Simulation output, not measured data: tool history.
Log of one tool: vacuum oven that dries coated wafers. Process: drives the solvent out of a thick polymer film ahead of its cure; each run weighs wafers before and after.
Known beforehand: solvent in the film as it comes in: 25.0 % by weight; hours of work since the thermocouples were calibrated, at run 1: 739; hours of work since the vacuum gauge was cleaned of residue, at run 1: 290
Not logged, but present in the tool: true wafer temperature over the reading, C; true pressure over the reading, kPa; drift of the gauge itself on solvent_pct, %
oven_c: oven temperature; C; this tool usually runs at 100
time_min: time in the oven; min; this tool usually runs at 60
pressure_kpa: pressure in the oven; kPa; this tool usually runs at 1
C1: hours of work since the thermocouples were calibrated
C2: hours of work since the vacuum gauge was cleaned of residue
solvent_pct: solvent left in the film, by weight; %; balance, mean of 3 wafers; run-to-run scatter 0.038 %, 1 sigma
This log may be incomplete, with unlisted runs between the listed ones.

Run 1, hour 0: usual settings; C1 739; C2 290. Result: solvent_pct 3.51 %.
Run 2, hour 12: usual settings; C1 749; C2 299. Result: solvent_pct 3.51 %.
Run 3, hour 21.5: usual settings but time_min 97 min; C1 756; C2 307. Result: solvent_pct 1.71 %.
Run 4, hour 33.6: usual settings but time_min 97 min; C1 765; C2 316. Result: solvent_pct 1.8 %.
Run 5, hour 43.2: usual settings but time_min 46 min; C1 773; C2 323. Result: solvent_pct 4.87 %.
Run 6, hour 56.7: usual settings but oven_c 93 C; C1 783; C2 334. Result: solvent_pct 5.67 %.
Run 7, hour 68: usual settings but oven_c 104 C; C1 792; C2 343. Result: solvent_pct 2.52 %.
Run 8, hour 77.7: usual settings but oven_c 104 C; C1 800; C2 350. Result: solvent_pct 2.48 %.
Run 9, hour 87.6: usual settings but oven_c 104 C; C1 807; C2 358. Result: solvent_pct 2.53 %.
Run 10, hour 94.4: usual settings but oven_c 104 C, time_min 86 min; C1 813; C2 363. Result: solvent_pct 1.48 %.
Run 11, hour 106.8: usual settings but oven_c 104 C, time_min 86 min; C1 822; C2 373. Result: solvent_pct 1.5 %.
Run 12, hour 117.6: usual settings; C1 831; C2 381. Result: solvent_pct 3.5 %.
Run 13, hour 127: usual settings but oven_c 88 C; C1 838; C2 388. Result: solvent_pct 7.48 %.
Run 14, hour 138.1: usual settings but oven_c 88 C; C1 847; C2 397. Result: solvent_pct 7.47 %.
Run 15, hour 148.4: usual settings; C1 855; C2 405. Result: solvent_pct 3.5 %.
Run 16, hour 156.5: usual settings; C1 861; C2 411. Result: solvent_pct 3.45 %.
Run 17, hour 165.2: usual settings; C1 868; C2 418. Result: solvent_pct 3.53 %.
Run 18, hour 176: usual settings; C1 876; C2 427. Result: solvent_pct 3.48 %.
Run 19, hour 188.2: usual settings; C1 886; C2 436. Result: solvent_pct 3.47 %.
Run 20, hour 195.4: usual settings but oven_c 88 C; C1 891; C2 442. Result: solvent_pct 7.52 %.
Run 21, hour 205.7: usual settings but oven_c 88 C; C1 899; C2 450. Result: solvent_pct 7.46 %.
Run 22, hour 219.6: usual settings but oven_c 88 C; C1 910; C2 460. Result: solvent_pct 7.57 %.
Run 23, hour 229.8: usual settings but oven_c 88 C; C1 918; C2 468. Result: solvent_pct 7.45 %.
Run 24, hour 236.1: usual settings but oven_c 107 C, time_min 34 min, pressure_kpa 2.17 kPa; C1 923; C2 473. Result: solvent_pct 5.5 %.
Run 25, hour 246.5: usual settings but oven_c 97 C, pressure_kpa 1.24 kPa; C1 931; C2 481. Result: solvent_pct 4.5 %.
Run 26, hour 258.1: usual settings but oven_c 99 C, time_min 54 min, pressure_kpa 2.76 kPa; C1 940; C2 490. Result: solvent_pct 6.02 %.
Run 27, hour 268.3: usual settings but oven_c 92 C, time_min 80 min, pressure_kpa 1.02 kPa; C1 948; C2 498. Result: solvent_pct 4.3 %.
Run 28, hour 275.6: usual settings but oven_c 94 C, pressure_kpa 2.85 kPa; C1 953; C2 504. Result: solvent_pct 7.41 %.
Run 29, hour 287.8: usual settings but oven_c 112 C, time_min 49 min, pressure_kpa 0.65 kPa; C1 963; C2 513. Result: solvent_pct 1.51 %.
Run 30, hour 295.1: usual settings but oven_c 87 C, time_min 53 min, pressure_kpa 2.97 kPa; C1 969; C2 519. Result: solvent_pct 11.29 %.
Run 31, hour 301.2: usual settings but oven_c 87 C, time_min 53 min, pressure_kpa 2.97 kPa; C1 973; C2 524. Result: solvent_pct 11.19 %.
Run 32, hour 314.6: usual settings but oven_c 87 C, time_min 53 min, pressure_kpa 2.97 kPa; C1 984; C2 534. Result: solvent_pct 11.26 %.
Run 33, hour 327.5: usual settings but oven_c 87 C, pressure_kpa 1.98 kPa; C1 994; C2 544. Result: solvent_pct 9.33 %.
Run 34, hour 336.4: usual settings but oven_c 111 C, pressure_kpa 3.15 kPa; C1 1001; C2 551. Result: solvent_pct 2.93 %.
Run 35, hour 342: usual settings but oven_c 111 C, pressure_kpa 3.15 kPa; C1 1005; C2 555. Result: solvent_pct 2.94 %.
Run 36, hour 356: usual settings but oven_c 111 C, pressure_kpa 3.15 kPa; C1 1016; C2 566. Result: solvent_pct 2.92 %.
Run 37, hour 369.5: usual settings but oven_c 112 C, time_min 35 min, pressure_kpa 2.76 kPa; C1 1026; C2 577. Result: solvent_pct 4.25 %.
Run 38, hour 376.6: usual settings but oven_c 112 C, time_min 35 min, pressure_kpa 2.76 kPa; C1 1032; C2 582. Result: solvent_pct 4.28 %.
Run 39, hour 383.5: usual settings but oven_c 110 C, time_min 86 min, pressure_kpa 0.75 kPa; C1 1037; C2 588. Result: solvent_pct 0.79 %.
Run 40, hour 397.2: usual settings but oven_c 94 C, time_min 30 min, pressure_kpa 0.75 kPa; C1 1048; C2 598. Result: solvent_pct 9.88 %.
Run 41, hour 405.5: usual settings but oven_c 111 C, time_min 51 min, pressure_kpa 0.96 kPa; C1 1054; C2 605. Result: solvent_pct 1.82 %.
Run 42, hour 414.5: usual settings but time_min 35 min; C1 1061; C2 612. Result: solvent_pct 6.88 %.
Run 43, hour 425.3: usual settings but oven_c 96 C, pressure_kpa 1.34 kPa; C1 1070; C2 620. Result: solvent_pct 5.02 %.
Run 44, hour 437.4: usual settings but oven_c 96 C, pressure_kpa 1.34 kPa; C1 1079; C2 630. Result: solvent_pct 5.05 %.
Run 45, hour 450: usual settings but oven_c 86 C, pressure_kpa 0.7 kPa; C1 1089; C2 639. Result: solvent_pct 7.92 %.
Run 46, hour 457.1: usual settings but oven_c 86 C, pressure_kpa 0.7 kPa; C1 1094; C2 645. Result: solvent_pct 7.88 %.

5 ways to go on from here, each from the tool as it stands after run 46. What would each give?
Run A, hour 467.5: usual settings but oven_c 86 C, pressure_kpa 2.11 kPa; C1 1102; C2 653. Result: solvent_pct ?.
Run B, hour 467.5: usual settings but oven_c 114 C, time_min 76 min, pressure_kpa 3.5 kPa; C1 1102; C2 653. Result: solvent_pct ?.
Run C, hour 467.5: usual settings but time_min 95 min, pressure_kpa 1.62 kPa; C1 1102; C2 653. Result: solvent_pct ?.
Run D, hour 467.5: usual settings but oven_c 86 C, time_min 31 min, pressure_kpa 3.64 kPa; C1 1102; C2 653. Result: solvent_pct ?.
Run E, hour 467.5: usual settings but oven_c 113 C, time_min 47 min, pressure_kpa 2.77 kPa; C1 1102; C2 653. Result: solvent_pct ?.

run  solvent_pct
  A         9.83
  B          2.5
  C         2.46
  D        15.33
  E         2.95
Stripped of hidden state, with their random variation kept, the same runs would have yielded:
run  solvent_pct
  A         9.81
  B         2.49
  C         2.45
  D        15.31
  E         2.94

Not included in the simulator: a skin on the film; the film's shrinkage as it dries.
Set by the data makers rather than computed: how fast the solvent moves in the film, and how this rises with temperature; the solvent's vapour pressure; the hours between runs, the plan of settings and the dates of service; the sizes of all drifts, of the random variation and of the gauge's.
